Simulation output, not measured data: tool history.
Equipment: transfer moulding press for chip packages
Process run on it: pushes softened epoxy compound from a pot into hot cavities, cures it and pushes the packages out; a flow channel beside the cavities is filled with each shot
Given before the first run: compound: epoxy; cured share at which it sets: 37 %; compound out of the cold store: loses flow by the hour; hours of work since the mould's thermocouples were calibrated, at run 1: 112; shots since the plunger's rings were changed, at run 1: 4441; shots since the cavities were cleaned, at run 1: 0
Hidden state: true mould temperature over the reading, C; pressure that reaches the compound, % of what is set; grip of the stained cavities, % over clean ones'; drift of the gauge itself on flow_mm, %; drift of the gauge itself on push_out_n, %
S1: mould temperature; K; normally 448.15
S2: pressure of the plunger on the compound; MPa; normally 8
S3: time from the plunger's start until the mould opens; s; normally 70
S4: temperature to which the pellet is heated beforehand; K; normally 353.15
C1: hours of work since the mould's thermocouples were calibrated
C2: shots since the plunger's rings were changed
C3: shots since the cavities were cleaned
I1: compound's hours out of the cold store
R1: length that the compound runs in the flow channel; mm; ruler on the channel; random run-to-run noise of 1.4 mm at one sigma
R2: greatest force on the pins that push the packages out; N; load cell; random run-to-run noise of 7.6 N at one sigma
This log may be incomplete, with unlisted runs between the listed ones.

run 1 hour=0 | S1=448.15 S2=8 S3=70 S4=353.15 | C1=112 C2=4441 C3=0 | I1=44.6 | R1=475 R2=324
run 2 hour=10.8 | S1=448.15 S2=8 S3=70 S4=353.15 | C1=119 C2=4596 C3=155 | I1=38.3 | R1=485 R2=386
run 3 hour=26.3 | S1=448.15 S2=6.8 S3=70 S4=353.15 | C1=129 C2=4818 C3=377 | I1=20.2 | R1=479 R2=444
run 4 hour=41.5 | S1=448.15 S2=6.8 S3=70 S4=353.15 | C1=139 C2=5037 C3=596 | I1=41.9 | R1=443 R2=468
run 5 hour=48.8 | S1=448.15 S2=6.8 S3=70 S4=353.15 | C1=144 C2=5141 C3=700 | I1=42.3 | R1=441 R2=487
-- hour=59.3 cavities cleaned with cleaning compound and waxed
run 6 hour=61.1 | S1=448.15 S2=6.8 S3=70 S4=353.15 | C1=151 C2=5296 C3=25 | I1=16.5 | R1=485 R2=360
-- hour=74.7 plunger's sealing rings changed
run 7 hour=78.8 | S1=448.15 S2=6.8 S3=70 S4=353.15 | C1=161 C2=60 C3=244 | I1=35.4 | R1=468 R2=415
run 8 hour=86.9 | S1=448.15 S2=6.8 S3=70 S4=353.15 | C1=166 C2=176 C3=360 | I1=33 | R1=470 R2=443
run 9 hour=96.7 | S1=448.15 S2=8 S3=50 S4=353.15 | C1=173 C2=317 C3=501 | I1=15.4 | R1=544 R2=911
run 10 hour=106.1 | S1=448.15 S2=8 S3=50 S4=353.15 | C1=179 C2=452 C3=636 | I1=19.6 | R1=536 R2=970
run 11 hour=113.6 | S1=448.15 S2=8 S3=50 S4=353.15 | C1=184 C2=559 C3=743 | I1=16.5 | R1=540 R2=963
-- hour=121.6 cavities cleaned with cleaning compound and waxed
run 12 hour=123.9 | S1=448.15 S2=8 S3=50 S4=353.15 | C1=190 C2=685 C3=32 | I1=38.8 | R1=497 R2=659
run 13 hour=137.9 | S1=448.15 S2=8 S3=50 S4=353.15 | C1=199 C2=887 C3=234 | I1=21.6 | R1=531 R2=785
run 14 hour=151.6 | S1=448.15 S2=8 S3=50 S4=353.15 | C1=208 C2=1083 C3=430 | I1=45.4 | R1=481 R2=804
run 15 hour=164 | S1=448.15 S2=8 S3=66 S4=359.15 | C1=216 C2=1262 C3=609 | I1=24.3 | R1=524 R2=528
run 16 hour=177.8 | S1=448.15 S2=7.52 S3=70 S4=345.15 | C1=226 C2=1460 C3=807 | I1=8.8 | R1=539 R2=528
-- hour=181.6 cavities cleaned with cleaning compound and waxed
run 17 hour=188.2 | S1=448.15 S2=7.52 S3=70 S4=345.15 | C1=231 C2=1588 C3=96 | I1=11.1 | R1=533 R2=380
run 18 hour=203.2 | S1=448.15 S2=8 S3=93 S4=360.15 | C1=241 C2=1802 C3=310 | I1=14.7 | R1=539 R2=360
run 19 hour=215.7 | S1=448.15 S2=7.69 S3=70 S4=347.15 | C1=250 C2=1983 C3=491 | I1=12.1 | R1=537 R2=475
run 20 hour=229.3 | S1=449.15 S2=7.69 S3=63 S4=347.15 | C1=259 C2=2178 C3=686 | I1=36.4 | R1=484 R2=536
-- hour=241.4 cavities cleaned with cleaning compound and waxed
run 21 hour=244.5 | S1=449.15 S2=7.69 S3=63 S4=347.15 | C1=268 C2=2375 C3=45 | I1=9.3 | R1=536 R2=406
run 22 hour=251.9 | S1=449.15 S2=7.69 S3=63 S4=347.15 | C1=273 C2=2481 C3=151 | I1=12.2 | R1=532 R2=450
run 23 hour=260.2 | S1=448.15 S2=6.73 S3=75 S4=358.15 | C1=278 C2=2600 C3=270 | I1=23.6 | R1=478 R2=378
run 24 hour=270.3 | S1=448.15 S2=6.73 S3=75 S4=344.15 | C1=285 C2=2746 C3=416 | I1=13.8 | R1=495 R2=439
run 25 hour=279.9 | S1=453.15 S2=8.41 S3=80 S4=346.15 | C1=291 C2=2883 C3=553 | I1=38.2 | R1=496 R2=394
run 26 hour=294.2 | S1=453.15 S2=8.41 S3=80 S4=346.15 | C1=301 C2=3088 C3=758 | I1=16 | R1=538 R2=426
-- hour=301 cavities cleaned with cleaning compound and waxed
run 27 hour=310 | S1=453.15 S2=8.41 S3=80 S4=346.15 | C1=310 C2=3293 C3=128 | I1=14 | R1=543 R2=341
run 28 hour=322.9 | S1=445.15 S2=7.41 S3=70 S4=353.15 | C1=319 C2=3478 C3=313 | I1=16.3 | R1=516 R2=521

5 options for the next run, each taken on its own from the tool as it stands now. Forecast them:
run A hour=336.5 | S1=448.15 S2=8.1 S3=72 S4=360.15 | C1=328 C2=3673 C3=508 | I1=24.5 | R1=? R2=?
run B hour=336.5 | S1=445.15 S2=7.41 S3=70 S4=354.15 | C1=328 C2=3673 C3=508 | I1=42 | R1=? R2=?
run C hour=336.5 | S1=445.15 S2=8.52 S3=89 S4=353.15 | C1=328 C2=3673 C3=508 | I1=13 | R1=? R2=?
run D hour=336.5 | S1=441.15 S2=7.41 S3=68 S4=347.15 | C1=328 C2=3673 C3=508 | I1=8.3 | R1=? R2=?
run E hour=336.5 | S1=445.15 S2=8.31 S3=62 S4=353.15 | C1=328 C2=3673 C3=508 | I1=41.3 | R1=? R2=?

run=A R1=520 R2=452
run=B R1=469 R2=521
run=C R1=561 R2=411
run=D R1=541 R2=803
run=E R1=497 R2=676
Had the tool no hidden state, the same runs would have come out as:
run=A R1=533 R2=316
run=B R1=480 R2=359
run=C R1=575 R2=287
run=D R1=554 R2=547
run=E R1=509 R2=462
